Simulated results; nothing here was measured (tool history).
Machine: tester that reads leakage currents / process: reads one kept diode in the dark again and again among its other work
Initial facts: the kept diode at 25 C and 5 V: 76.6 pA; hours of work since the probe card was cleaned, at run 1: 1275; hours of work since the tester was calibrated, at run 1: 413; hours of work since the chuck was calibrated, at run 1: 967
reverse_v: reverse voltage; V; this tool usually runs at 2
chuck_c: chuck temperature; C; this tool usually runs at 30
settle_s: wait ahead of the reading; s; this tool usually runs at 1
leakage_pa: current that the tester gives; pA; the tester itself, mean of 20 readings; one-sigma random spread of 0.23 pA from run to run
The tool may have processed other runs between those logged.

run,day,reverse_v,chuck_c,settle_s,hours of work since the probe card was cleaned,hours of work since the tester was calibrated,hours of work since the chuck was calibrated,leakage_pa
1,0,2,30,1,1275,413,967,75.98
2,1.275,2,30,1,1290,428,982,75.84
3,2.329,2,29,1,1302,440,994,69.59
4,3.133,2,30,1.35,1312,450,1004,76.01
5,3.762,2,52,1,1319,457,1011,426.72
6,5.171,2,52,1,1335,473,1027,427.58
# day 5.975: probe card cleaned and baked
7,6.371,11.32,20,1,5,486,1040,74.6
8,7.042,1.21,33,1.44,12,494,1048,76.24
9,8.029,9.72,24,0.62,24,505,1059,98.79
10,9.546,2.52,24,8.71,42,523,1077,50.57
11,10.446,15.08,24,8.71,52,533,1087,119.73

Each row is a separate what-if for the run after 11, all from the same tool condition, not one after another. Results?
A,11.542,15.08,38,5.65,65,546,1100,?
B,11.542,2.88,53,1,65,546,1100,?
C,11.542,1.83,52,2.53,65,546,1100,?
D,11.542,3.13,24,1.06,65,546,1100,?
E,11.542,2,43,1.46,65,546,1100,?

run,leakage_pa
A,388
B,547.41
C,409.74
D,56.17
E,217.43
Stripped of hidden state, with their random variation kept, the same runs would have yielded:
run,leakage_pa
A,388.44
B,548.01
C,410.19
D,56.23
E,217.68
